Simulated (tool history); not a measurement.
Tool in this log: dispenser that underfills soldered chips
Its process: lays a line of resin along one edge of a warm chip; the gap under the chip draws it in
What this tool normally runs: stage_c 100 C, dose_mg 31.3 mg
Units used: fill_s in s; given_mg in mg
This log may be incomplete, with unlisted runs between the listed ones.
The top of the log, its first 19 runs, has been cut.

run	hour	stage_c	dose_mg	fill_s	given_mg
# hour 86.4: new syringe of resin
20	91.3	89	27.2	287.7	27.11
21	94.4	96	30.8	248.2	30.45
22	98.4	107	29.7	206	29.56
# hour 102.4: new syringe of resin
23	105.1	113	31.3	125.5	30.91
24	109.7	100	40.2	215.8	39.6
25	114.7	110	29.7	194.7	29.21
# hour 118.1: new syringe of resin
26	120.5	87	28.6	284.7	28.22
27	123.8	87	28.6	322.4	28.17
28	130	91	29.5	345.4	28.93
29	133	104	38.4	244.6	37.4
# hour 134.1: new syringe of resin
30	138.3	95	35	227.5	34.38
31	142.2	95	35	259.1	34.16
32	146.6	100	32.3	261.9	31.74
# hour 149.7: new syringe of resin
33	149.7	107	32.6	135.3	31.9
34	153.7	101	35.6	189.5	34.88
35	159.1	113	33.8	158.4	32.96

Each row is a separate what-if for the run after 35, all from the same tool condition, not one after another. Results?
A	163.1	105	33.8	?	?
B	163.1	91	36.8	?	?
C	163.1	101	31.3	?	?
D	163.1	95	29.5	?	?
E	163.1	107	27.8	?	?

run	fill_s	given_mg
A	231.9	33.02
B	358.7	35.98
C	268.7	30.65
D	322.8	28.85
E	224.1	26.81
Had the tool no hidden state, the same runs would have come out as:
run	fill_s	given_mg
A	146.9	33.98
B	228.3	37.03
C	170.1	31.55
D	204.2	29.7
E	141.2	27.59

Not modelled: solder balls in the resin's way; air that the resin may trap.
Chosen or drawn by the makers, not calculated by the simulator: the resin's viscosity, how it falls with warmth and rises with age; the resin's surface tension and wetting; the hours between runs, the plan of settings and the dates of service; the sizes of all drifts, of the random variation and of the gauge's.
